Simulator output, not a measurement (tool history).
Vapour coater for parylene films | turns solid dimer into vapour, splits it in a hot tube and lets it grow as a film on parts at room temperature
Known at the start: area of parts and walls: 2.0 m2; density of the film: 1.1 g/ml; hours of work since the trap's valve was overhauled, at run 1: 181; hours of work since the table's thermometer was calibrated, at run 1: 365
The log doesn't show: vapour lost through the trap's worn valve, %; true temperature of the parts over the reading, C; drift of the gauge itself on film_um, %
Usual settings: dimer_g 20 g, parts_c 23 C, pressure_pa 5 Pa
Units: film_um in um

run,hour,dimer_g,parts_c,pressure_pa,hours of work since the trap's valve was overhauled,hours of work since the table's thermometer was calibrated,film_um
1,0,20,23,5,181,365,6.29
2,29.7,20,23,5,207,391,6.32
3,72.2,20,23,5,244,428,6.27
4,116.4,20,23,5,282,466,6.23
5,149.8,20,23,5,312,496,6.21
6,202.7,20,26,5,358,542,5.77
# hour 212.3: trap's valve overhauled
7,243.7,31,26,5,27,574,9.4
8,268.4,31,26,5,49,596,9.3
9,306.1,19,26,5,82,629,5.72
10,362.7,31,23,5,131,678,9.83
11,403.2,20,23,5,167,713,6.33
12,441.9,20,25,5,200,747,6.02
13,474.7,20,23,5,229,776,6.24
14,515.4,20,23,5,265,811,6.2
15,550.1,20,23,5,295,842,6.23
16,605.4,20,23,5,343,890,6.15
# hour 628.3: trap's valve overhauled
17,640.3,20,23,5,10,917,6.46
18,679.3,20,23,5,45,951,6.39
19,719.9,20,23,5,80,986,6.4
20,762.2,20,23,5,117,1023,6.29
21,788.6,9,23,5,140,1046,2.86
22,843,9,23,5,187,1094,2.82
23,902.2,9,23,5,239,1146,2.81
24,962.6,9,23,5,292,1198,2.78
25,1007.5,19,31,5,331,1238,4.92
# hour 1043.8: trap's valve overhauled
26,1062.4,20,32,3.68,16,1282,5.4
27,1088,20,32,3.68,39,1304,5.32
28,1142.2,20,17,5.29,86,1352,7.22
29,1184.9,20,17,5.29,123,1389,7.17
30,1237.6,24,29,5.29,169,1435,6.6
31,1276.2,24,29,5.29,203,1469,6.55
32,1329.9,20,25,2.77,250,1516,6.22
33,1365.1,8,17,5.83,281,1546,2.79
34,1419.8,19,17,11.25,328,1594,6.23
35,1452.7,19,17,11.25,357,1623,6.19
# hour 1460.6: trap's valve overhauled
36,1505,19,17,11.25,39,1665,6.44
37,1554.5,29,16,9.92,82,1708,10.16
38,1614.1,29,16,9.92,134,1760,10.03
39,1651.6,35,23,5,167,1793,10.96
# hour 1693.3: table's thermometer calibrated
40,1713.1,35,16,5.84,220,17,12.8
41,1743.6,11,17,2.47,246,44,4.17
42,1794.3,11,17,2.47,291,88,4.16
43,1838.2,29,29,3.61,329,127,8.13
44,1867.3,33,19,3.55,354,152,11.49
# hour 1879.2: trap's valve overhauled
45,1911.1,14,16,5,28,187,5.29
46,1948.4,14,18,9.44,60,219,4.82
47,2002.6,14,18,9.44,108,267,4.76

Some steps in film_um between neighbouring runs. How much of each would the tool show without its hidden state too (settings, what came in, random variation), and how much is left for the hidden state, with any gauge scatter that isn't in both results?
Run 9 -> 10: dimer_g 19 -> 31, parts_c 26 -> 23. film_um +4.11 um: hidden state -0.13, all else +4.24.
Run 16 -> 17: trap's valve overhauled. film_um +0.31 um: hidden state +0.26, all else +0.05.
Run 35 -> 36: trap's valve overhauled. film_um +0.25 um: hidden state +0.24, all else +0.01.
Run 40 -> 41: dimer_g 35 -> 11, parts_c 16 -> 17, pressure_pa 5.84 -> 2.47. film_um -8.63 um: hidden state +0.23, all else -8.86.
Run 44 -> 45: dimer_g 33 -> 14, parts_c 19 -> 16, pressure_pa 3.55 -> 5, trap's valve overhauled. film_um -6.2 um: hidden state +0.53, all else -6.73.

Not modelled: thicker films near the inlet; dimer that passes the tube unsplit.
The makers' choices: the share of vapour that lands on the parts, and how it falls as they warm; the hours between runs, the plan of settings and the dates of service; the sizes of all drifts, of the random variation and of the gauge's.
